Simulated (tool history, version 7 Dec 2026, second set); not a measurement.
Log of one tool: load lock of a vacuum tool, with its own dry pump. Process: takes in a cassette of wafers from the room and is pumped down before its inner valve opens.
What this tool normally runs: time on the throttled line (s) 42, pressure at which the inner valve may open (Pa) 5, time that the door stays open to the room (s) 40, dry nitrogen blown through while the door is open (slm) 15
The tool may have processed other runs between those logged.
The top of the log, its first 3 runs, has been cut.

| run | day | time on the throttled line (s) | pressure at which the inner valve may open (Pa) | time that the door stays open to the room (s) | dry nitrogen blown through while the door is open (slm) | hours that the pump has run since its overhaul | times that the door has closed on its seal | incoming humidity of the room's air, % | time from the closed door until the inner valve may open (s) | rise of the pressure with all valves shut (Pa/min) |
|---|---|---|---|---|---|---|---|---|---|---|
| 4 | 24.142 | 42 | 5 | 40 | 15 | 5596 | 15315 | 43.6 | 115.2 | 0.265 |
| 5 | 35.521 | 42 | 5 | 40 | 15 | 5869 | 16677 | 43.7 | 115.0 | 0.291 |
| 6 | 48.742 | 42 | 5 | 40 | 15 | 6186 | 18260 | 44.2 | 116.5 | 0.345 |
| 7 | 61.229 | 42 | 5 | 40 | 15 | 6486 | 19755 | 43.5 | 116.1 | 0.386 |
| 8 | 67.588 | 42 | 5 | 40 | 15 | 6639 | 20517 | 44.2 | 117.1 | 0.403 |
| 9 | 74.308 | 42 | 5 | 129 | 15 | 6800 | 21321 | 42.9 | 117.7 | 0.429 |
| 10 | 81.862 | 42 | 5 | 129 | 15 | 6981 | 22226 | 43.7 | 117.0 | 0.451 |
| 11 | 92.158 | 42 | 5 | 129 | 15 | 7228 | 23458 | 47.3 | 118.1 | 0.495 |
| 12 | 102.196 | 42 | 5 | 129 | 15 | 7469 | 24660 | 42.2 | 118.0 | 0.542 |
| 13 | 110.279 | 42 | 5 | 78 | 15 | 7663 | 25628 | 45.8 | 118.1 | 0.568 |
| 14 | 117.358 | 42 | 5 | 78 | 15 | 7833 | 26476 | 47.0 | 118.5 | 0.589 |
|  | 118.421 | door's seal changed, seat wiped |
| 15 | 126.708 | 48 | 5 | 40 | 15 | 8056 | 993 | 41.2 | 121.4 | 0.018 |
| 16 | 135.925 | 42 | 5 | 40 | 15 | 8277 | 2096 | 45.8 | 118.9 | 0.027 |
| 17 | 145.462 | 42 | 5 | 232 | 15 | 8506 | 3238 | 47.1 | 119.7 | 0.065 |
| 18 | 158.375 | 42 | 5 | 220 | 15 | 8816 | 4784 | 46.1 | 118.7 | 0.077 |
| 19 | 165.521 | 42 | 5 | 220 | 15 | 8988 | 5640 | 41.5 | 119.5 | 0.081 |
| 20 | 177.817 | 43 | 9 | 40 | 15 | 9283 | 7112 | 44.4 | 115.6 | 0.089 |
| 21 | 185.558 | 37 | 9 | 29 | 9 | 9469 | 8038 | 44.6 | 110.7 | 0.098 |
| 22 | 193.979 | 37 | 9 | 29 | 9 | 9671 | 9047 | 49.9 | 111.7 | 0.119 |
| 23 | 206.617 | 37 | 9 | 29 | 9 | 9974 | 10560 | 45.7 | 112.6 | 0.144 |

Forecast run 24:
| 24 | 213.625 | 37 | 9 | 29 | 9 | 10142 | 11399 | 45.6 | ? | ? |

Run 24 came out at time from the closed door until the inner valve may open (s) 111.7, rise of the pressure with all valves shut (Pa/min) 0.157.
Minus the tool's unlogged condition, the same run would have read time from the closed door until the inner valve may open (s) 101.6, rise of the pressure with all valves shut (Pa/min) 0.009.
